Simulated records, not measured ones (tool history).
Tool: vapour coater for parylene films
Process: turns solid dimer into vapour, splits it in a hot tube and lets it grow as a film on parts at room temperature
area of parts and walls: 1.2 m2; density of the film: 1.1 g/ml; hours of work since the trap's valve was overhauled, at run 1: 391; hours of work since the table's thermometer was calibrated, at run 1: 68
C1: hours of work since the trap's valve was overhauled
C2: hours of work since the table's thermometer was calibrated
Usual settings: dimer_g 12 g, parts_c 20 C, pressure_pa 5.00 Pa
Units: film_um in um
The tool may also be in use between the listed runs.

Run 1, hour 0.0: usual settings; C1 391; C2 68. Result: film_um 6.16 um.
Run 2, hour 19.9: usual settings but pressure_pa 3.36 Pa; C1 404; C2 81. Result: film_um 6.26 um.
Run 3, hour 42.9: usual settings but dimer_g 6 g; C1 419; C2 96. Result: film_um 3.05 um.
Run 4, hour 58.2: usual settings but dimer_g 18 g; C1 429; C2 106. Result: film_um 9.13 um.
Run 5, hour 80.4: usual settings; C1 443; C2 120. Result: film_um 6.06 um.
At hour 88.0: trap's valve overhauled.
Run 6, hour 95.4: usual settings; C1 5; C2 127. Result: film_um 6.70 um.
Run 7, hour 119.5: usual settings; C1 20; C2 143. Result: film_um 6.65 um.
Run 8, hour 136.8: usual settings; C1 31; C2 154. Result: film_um 6.69 um.
Run 9, hour 153.5: usual settings; C1 42; C2 165. Result: film_um 6.63 um.
Run 10, hour 177.7: usual settings; C1 58; C2 180. Result: film_um 6.59 um.
Run 11, hour 200.6: usual settings; C1 73; C2 195. Result: film_um 6.57 um.
Run 12, hour 222.0: usual settings; C1 86; C2 209. Result: film_um 6.53 um.
Run 13, hour 240.4: usual settings; C1 98; C2 221. Result: film_um 6.55 um.
Run 14, hour 255.9: usual settings; C1 108; C2 231. Result: film_um 6.52 um.
Run 15, hour 267.6: usual settings; C1 116; C2 238. Result: film_um 6.50 um.
Run 16, hour 288.1: usual settings but dimer_g 11 g; C1 129; C2 251. Result: film_um 5.99 um.
Run 17, hour 299.5: usual settings but dimer_g 8 g; C1 136; C2 259. Result: film_um 4.29 um.
Run 18, hour 318.2: usual settings; C1 148; C2 271. Result: film_um 6.49 um.
Run 19, hour 337.3: usual settings; C1 161; C2 283. Result: film_um 6.43 um.
Run 20, hour 351.4: usual settings; C1 170; C2 292. Result: film_um 6.41 um.
Run 21, hour 375.3: usual settings but dimer_g 16 g, parts_c 19 C, pressure_pa 5.81 Pa; C1 185; C2 308. Result: film_um 8.85 um.
Run 22, hour 391.0: usual settings but dimer_g 16 g, parts_c 19 C, pressure_pa 7.33 Pa; C1 195; C2 318. Result: film_um 8.58 um.
Run 23, hour 414.1: usual settings but dimer_g 16 g, parts_c 19 C, pressure_pa 7.33 Pa; C1 210; C2 333. Result: film_um 8.60 um.
Run 24, hour 428.1: usual settings but pressure_pa 5.72 Pa; C1 219; C2 342. Result: film_um 6.39 um.
Run 25, hour 448.9: usual settings but pressure_pa 5.72 Pa; C1 233; C2 355. Result: film_um 6.40 um.
Run 26, hour 471.7: usual settings but dimer_g 13 g, parts_c 16 C, pressure_pa 9.09 Pa; C1 247; C2 370. Result: film_um 7.58 um.
Run 27, hour 483.3: usual settings but pressure_pa 2.52 Pa; C1 255; C2 377. Result: film_um 6.71 um.
Run 28, hour 505.3: usual settings but parts_c 22 C; C1 269; C2 391. Result: film_um 5.88 um.
Run 29, hour 522.8: usual settings but parts_c 28 C; C1 280; C2 403. Result: film_um 4.81 um.
Run 30, hour 540.4: usual settings but dimer_g 18 g, pressure_pa 10.07 Pa; C1 292; C2 414. Result: film_um 8.97 um.
Run 31, hour 562.6: usual settings but dimer_g 10 g, parts_c 27 C, pressure_pa 5.37 Pa; C1 306; C2 428. Result: film_um 4.13 um.
Run 32, hour 573.1: usual settings but dimer_g 7 g, parts_c 22 C, pressure_pa 5.37 Pa; C1 313; C2 435. Result: film_um 3.41 um.
Run 33, hour 586.8: usual settings but dimer_g 11 g, parts_c 22 C, pressure_pa 5.37 Pa; C1 321; C2 444. Result: film_um 5.38 um.
Run 34, hour 598.3: usual settings but dimer_g 6 g, parts_c 31 C, pressure_pa 11.11 Pa; C1 329; C2 451. Result: film_um 2.04 um.
Run 35, hour 615.7: usual settings but dimer_g 7 g, pressure_pa 3.51 Pa; C1 340; C2 463. Result: film_um 3.79 um.

Forecast run 36:
Run 36, hour 631.3: usual settings but dimer_g 19 g, parts_c 31 C, pressure_pa 4.56 Pa; C1 350; C2 473. Result: film_um ?.

Run 36 gave film_um 6.88 um.
Without the tool's hidden state the same run would have given film_um 7.30 um.

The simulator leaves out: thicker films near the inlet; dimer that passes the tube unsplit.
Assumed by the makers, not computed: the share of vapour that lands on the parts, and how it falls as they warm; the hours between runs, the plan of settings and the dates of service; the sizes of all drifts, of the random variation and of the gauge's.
